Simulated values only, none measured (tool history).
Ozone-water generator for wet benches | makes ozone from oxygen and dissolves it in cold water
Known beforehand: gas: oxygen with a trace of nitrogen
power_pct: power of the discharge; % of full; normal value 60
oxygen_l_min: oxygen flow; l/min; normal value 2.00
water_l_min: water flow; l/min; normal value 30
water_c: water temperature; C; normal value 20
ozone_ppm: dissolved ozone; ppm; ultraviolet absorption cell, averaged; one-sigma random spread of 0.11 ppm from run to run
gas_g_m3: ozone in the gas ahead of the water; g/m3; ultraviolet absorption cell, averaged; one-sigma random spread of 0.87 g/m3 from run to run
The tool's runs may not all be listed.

run,day,power_pct,oxygen_l_min,water_l_min,water_c,ozone_ppm,gas_g_m3
1,0.000,60,2.00,30,20,6.7,143.6
2,1.646,60,2.00,30,20,6.5,143.9
3,3.162,60,2.00,30,20,6.4,143.9
4,4.783,60,2.00,30,20,6.3,143.1
5,5.692,60,2.00,30,20,6.4,142.0
6,7.746,60,2.00,30,20,6.4,142.8
7,9.458,60,2.00,30,20,6.7,142.6
8,11.554,60,2.00,27,20,7.1,144.0
9,13.462,60,3.11,30,20,7.9,121.9
10,15.092,60,3.11,30,20,7.8,120.5
11,16.083,60,3.11,30,20,8.0,122.4
12,17.704,87,3.11,30,20,10.7,162.9
13,19.696,47,2.99,32,22,5.8,103.0
14,20.646,47,2.99,32,22,5.9,102.3
15,22.625,75,2.00,32,20,7.5,170.3
16,24.196,75,2.77,32,15,8.6,153.2
17,26.171,75,2.77,32,15,8.7,151.8
18,27.596,67,3.23,32,23,7.9,130.6
19,28.617,67,3.23,32,23,8.3,129.7
20,30.304,67,3.23,32,23,8.1,130.6
21,31.462,67,3.23,32,23,8.0,132.1
22,32.308,67,3.23,32,23,8.0,131.1

Here are 4 independent what-if runs from the current tool condition. What would each one return?
A,34.383,67,3.23,37,16,?,?
B,34.383,67,3.23,29,16,?,?
C,34.383,60,1.18,30,20,?,?
D,34.383,67,2.21,32,23,?,?

run,ozone_ppm,gas_g_m3
A,7.3,131.0
B,9.3,129.9
C,4.9,175.5
D,7.0,151.3
The same runs, with their run-to-run variation unchanged, on a tool lacking any hidden condition would have given:
run,ozone_ppm,gas_g_m3
A,7.3,131.1
B,9.3,129.9
C,4.9,175.6
D,7.0,151.4
